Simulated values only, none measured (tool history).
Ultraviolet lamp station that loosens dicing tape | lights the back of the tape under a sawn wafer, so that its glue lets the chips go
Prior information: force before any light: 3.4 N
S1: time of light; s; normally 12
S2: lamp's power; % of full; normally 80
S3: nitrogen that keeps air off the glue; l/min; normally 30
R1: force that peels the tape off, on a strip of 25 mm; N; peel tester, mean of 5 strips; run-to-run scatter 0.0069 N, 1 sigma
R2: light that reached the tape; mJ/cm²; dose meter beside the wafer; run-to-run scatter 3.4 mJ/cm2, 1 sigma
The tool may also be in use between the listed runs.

run 1 hour=0.0 | S1=12 S2=80 S3=30 | R1=0.332 R2=439
run 2 hour=9.8 | S1=12 S2=80 S3=30 | R1=0.349 R2=443
run 3 hour=16.7 | S1=12 S2=80 S3=30 | R1=0.316 R2=440
run 4 hour=23.1 | S1=12 S2=80 S3=25 | R1=0.367 R2=442
run 5 hour=34.7 | S1=12 S2=80 S3=30 | R1=0.342 R2=438
run 6 hour=40.5 | S1=12 S2=80 S3=30 | R1=0.339 R2=435
run 7 hour=49.7 | S1=12 S2=80 S3=30 | R1=0.337 R2=440
run 8 hour=58.1 | S1=11 S2=69 S3=19 | R1=0.660 R2=341
run 9 hour=64.9 | S1=14 S2=70 S3=12 | R1=0.574 R2=441
run 10 hour=71.1 | S1=14 S2=70 S3=12 | R1=0.587 R2=444
run 11 hour=82.7 | S1=8 S2=96 S3=49 | R1=0.380 R2=345
run 12 hour=93.4 | S1=8 S2=96 S3=49 | R1=0.387 R2=344
run 13 hour=102.5 | S1=12 S2=78 S3=14 | R1=0.600 R2=416

Alternative continuations, all from the tool just after run 13; predict every row:
run A hour=107.4 | S1=12 S2=69 S3=14 | R1=? R2=?
run B hour=107.4 | S1=12 S2=70 S3=49 | R1=? R2=?
run C hour=107.4 | S1=10 S2=78 S3=20 | R1=? R2=?
run D hour=107.4 | S1=21 S2=87 S3=19 | R1=? R2=?
run E hour=107.4 | S1=12 S2=97 S3=30 | R1=? R2=?

run=A R1=0.715 R2=370
run=B R1=0.313 R2=374
run=C R1=0.627 R2=346
run=D R1=0.174 R2=817
run=E R1=0.251 R2=515
Stripped of hidden state, with their random variation kept, the same runs would have yielded:
run=A R1=0.493 R2=472
run=B R1=0.210 R2=477
run=C R1=0.428 R2=441
run=D R1=0.144 R2=1042
run=E R1=0.180 R2=658
